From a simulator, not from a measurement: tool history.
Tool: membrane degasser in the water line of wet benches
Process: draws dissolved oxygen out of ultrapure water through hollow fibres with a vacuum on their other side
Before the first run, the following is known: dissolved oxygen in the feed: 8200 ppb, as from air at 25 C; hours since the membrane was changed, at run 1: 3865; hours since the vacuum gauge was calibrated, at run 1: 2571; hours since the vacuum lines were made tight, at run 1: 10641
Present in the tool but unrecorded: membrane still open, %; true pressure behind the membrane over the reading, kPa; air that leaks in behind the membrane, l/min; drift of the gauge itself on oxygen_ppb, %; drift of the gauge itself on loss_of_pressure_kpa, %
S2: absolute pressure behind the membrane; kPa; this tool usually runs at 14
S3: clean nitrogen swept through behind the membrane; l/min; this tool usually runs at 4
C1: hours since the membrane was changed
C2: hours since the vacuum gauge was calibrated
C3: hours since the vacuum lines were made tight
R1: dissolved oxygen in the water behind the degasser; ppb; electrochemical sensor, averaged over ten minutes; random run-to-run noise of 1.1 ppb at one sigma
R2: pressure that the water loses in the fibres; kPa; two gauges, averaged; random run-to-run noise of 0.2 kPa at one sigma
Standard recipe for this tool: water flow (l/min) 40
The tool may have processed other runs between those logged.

Run 1, hour 0: usual settings; C1 3865; C2 2571; C3 10641. Result: R1 251.8 ppb, R2 42.15 kPa.
Run 2, hour 83.4: usual settings; C1 3949; C2 2655; C3 10725. Result: R1 253.3 ppb, R2 42.39 kPa.
Run 3, hour 189.3: usual settings but S3 1.62 l/min; C1 4055; C2 2760; C3 10831. Result: R1 554.5 ppb, R2 42.4 kPa.
Run 4, hour 287.5: usual settings but S3 1.62 l/min; C1 4153; C2 2859; C3 10929. Result: R1 556 ppb, R2 41.8 kPa.
Run 5, hour 364.5: usual settings but S3 1.62 l/min; C1 4230; C2 2936; C3 11006. Result: R1 552.9 ppb, R2 42.11 kPa.
Run 6, hour 460: usual settings but S2 30.6 kPa, S3 1.62 l/min; C1 4325; C2 3031; C3 11101. Result: R1 1278.6 ppb, R2 42.33 kPa.
Run 7, hour 541.6: usual settings but water flow (l/min) 41; C1 4407; C2 3113; C3 11183. Result: R1 258.8 ppb, R2 43.37 kPa.
Run 8, hour 650.7: usual settings but water flow (l/min) 41, S2 26.9 kPa; C1 4516; C2 3222; C3 11292. Result: R1 544.7 ppb, R2 43.15 kPa.
At hour 749: vacuum gauge calibrated.
Run 9, hour 757.8: usual settings but water flow (l/min) 41, S2 26.9 kPa; C1 4623; C2 9; C3 11399. Result: R1 551.8 ppb, R2 43.13 kPa.
Run 10, hour 821.3: usual settings; C1 4686; C2 72; C3 11462. Result: R1 253.2 ppb, R2 42.27 kPa.
Run 11, hour 937.7: usual settings; C1 4803; C2 189; C3 11579. Result: R1 253 ppb, R2 42.23 kPa.
Run 12, hour 1053.7: usual settings; C1 4918; C2 305; C3 11694. Result: R1 254.2 ppb, R2 42.24 kPa.
Run 13, hour 1115.4: usual settings; C1 4980; C2 366; C3 11756. Result: R1 253.5 ppb, R2 42.2 kPa.
Run 14, hour 1236.2: usual settings but water flow (l/min) 48; C1 5101; C2 487; C3 11877. Result: R1 298.7 ppb, R2 50.67 kPa.
Run 15, hour 1333.3: usual settings but water flow (l/min) 48; C1 5198; C2 584; C3 11974. Result: R1 301.1 ppb, R2 50.3 kPa.
Run 16, hour 1406.6: usual settings; C1 5271; C2 658; C3 12047. Result: R1 256.4 ppb, R2 42.3 kPa.
At hour 1516.4: seals of the vacuum lines changed.
Run 17, hour 1528.8: usual settings; C1 5392; C2 778; C3 12. Result: R1 254.4 ppb, R2 42.28 kPa.
Run 18, hour 1590.1: usual settings but S2 9 kPa, S3 4.53 l/min; C1 5453; C2 839; C3 74. Result: R1 125.7 ppb, R2 42.44 kPa.
Run 19, hour 1657.2: usual settings but S2 9 kPa, S3 4.53 l/min; C1 5520; C2 906; C3 141. Result: R1 126.7 ppb, R2 42.15 kPa.
Run 20, hour 1779.6: usual settings but water flow (l/min) 56, S2 23.5 kPa, S3 4.53 l/min; C1 5642; C2 1029; C3 263. Result: R1 571.9 ppb, R2 58.6 kPa.
Run 21, hour 1903.1: usual settings but water flow (l/min) 56, S2 23.5 kPa, S3 4.53 l/min; C1 5766; C2 1152; C3 387. Result: R1 572.3 ppb, R2 59.06 kPa.
Run 22, hour 1957.5: usual settings but water flow (l/min) 45, S3 5.88 l/min; C1 5820; C2 1206; C3 441. Result: R1 203.4 ppb, R2 47.44 kPa.
Run 23, hour 2051.9: usual settings but S3 4.98 l/min; C1 5915; C2 1301; C3 535. Result: R1 209.9 ppb, R2 42.16 kPa.
Run 24, hour 2168.8: usual settings but water flow (l/min) 47, S2 12.6 kPa, S3 4.52 l/min; C1 6032; C2 1418; C3 652. Result: R1 235.9 ppb, R2 49.56 kPa.
Run 25, hour 2280.6: usual settings but water flow (l/min) 35, S2 34.1 kPa, S3 1.79 l/min; C1 6143; C2 1530; C3 764. Result: R1 1213.2 ppb, R2 36.83 kPa.
Run 26, hour 2355.8: usual settings but water flow (l/min) 42, S2 34.1 kPa, S3 4.46 l/min; C1 6219; C2 1605; C3 839. Result: R1 658.7 ppb, R2 44.23 kPa.
At hour 2424.6: gauge calibrated.
Run 27, hour 2437.1: usual settings but water flow (l/min) 54, S2 29.9 kPa; C1 6300; C2 1686; C3 921. Result: R1 771.6 ppb, R2 56.77 kPa.
Run 28, hour 2552.4: usual settings but water flow (l/min) 24, S2 29.9 kPa, S3 5.02 l/min; C1 6415; C2 1801; C3 1036. Result: R1 300.9 ppb, R2 25.38 kPa.
Run 29, hour 2609.2: usual settings but water flow (l/min) 24, S2 18.3 kPa, S3 10.34 l/min; C1 6472; C2 1858; C3 1093. Result: R1 87.1 ppb, R2 25.12 kPa.
Run 30, hour 2706.8: usual settings but water flow (l/min) 24, S2 18.3 kPa, S3 10.34 l/min; C1 6570; C2 1956; C3 1190. Result: R1 86.9 ppb, R2 25.26 kPa.
Run 31, hour 2806.3: usual settings but water flow (l/min) 24, S2 18.3 kPa, S3 10.34 l/min; C1 6669; C2 2055; C3 1290. Result: R1 87.5 ppb, R2 25.43 kPa.

Each row is a separate what-if for the run after 31, all from the same tool condition, not one after another. Results?
Run A, hour 2895.1: usual settings but water flow (l/min) 54, S3 4.62 l/min; C1 6758; C2 2144; C3 1379. Result: R1 ?, R2 ?.
Run B, hour 2895.1: usual settings but S2 15.4 kPa, S3 2.27 l/min; C1 6758; C2 2144; C3 1379. Result: R1 ?, R2 ?.
Run C, hour 2895.1: usual settings but water flow (l/min) 24, S2 22.9 kPa, S3 10.34 l/min; C1 6758; C2 2144; C3 1379. Result: R1 ?, R2 ?.
Run D, hour 2895.1: usual settings but water flow (l/min) 24, S2 18.3 kPa, S3 7.55 l/min; C1 6758; C2 2144; C3 1379. Result: R1 ?, R2 ?.

run     R1     R2
  A  294.1  57.01
  B  468.9  41.97
  C  112.9  25.44
  D  117.9  25.29
Take away the tool's hidden state, keep each run's random variation, and the runs would have read:
run     R1     R2
  A  292.4  56.95
  B  466.2  41.92
  C  112.3  25.41
  D  117.3  25.27
